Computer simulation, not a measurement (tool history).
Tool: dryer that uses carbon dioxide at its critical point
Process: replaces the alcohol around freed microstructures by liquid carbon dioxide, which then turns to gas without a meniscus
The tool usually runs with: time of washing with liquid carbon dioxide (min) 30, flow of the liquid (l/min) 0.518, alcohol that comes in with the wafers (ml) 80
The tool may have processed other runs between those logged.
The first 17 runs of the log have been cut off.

run	hour	time of washing with liquid carbon dioxide (min)	flow of the liquid (l/min)	alcohol that comes in with the wafers (ml)	alcohol left in the vessel before it's heated (ppm by volume)
18	550.8	34	0.350	72	709
19	568.9	34	0.350	28	349
20	593.9	34	0.350	28	365
21	629.2	34	0.350	28	361
22	659.5	23	0.411	37	899
23	686.8	33	0.518	79	255
24	710.1	33	0.518	79	261
25	728.3	41	0.327	80	580
26	749.0	33	0.646	80	170
27	769.4	33	0.646	80	168
28	800.8	25	0.460	80	1017
29	843.8	25	0.460	69	924
30	882.7	25	0.460	66	903
31	909.5	30	0.599	32	195
32	945.3	30	0.599	32	198
33	974.1	26	0.810	28	175
# hour 1001.8: inlet filter changed
34	1002.7	26	0.810	28	165
35	1044.2	26	0.810	28	179
36	1080.8	26	0.810	28	174
37	1099.8	26	0.810	28	183
38	1137.7	30	0.339	42	784

Predict the results of run 39:
39	1162.1	46	0.339	42	?

Run 39 yielded alcohol left in the vessel before it's heated (ppm by volume) 270.
Take away the tool's hidden state, keep the run-to-run variation as it was, and the same run would have given alcohol left in the vessel before it's heated (ppm by volume) 85.
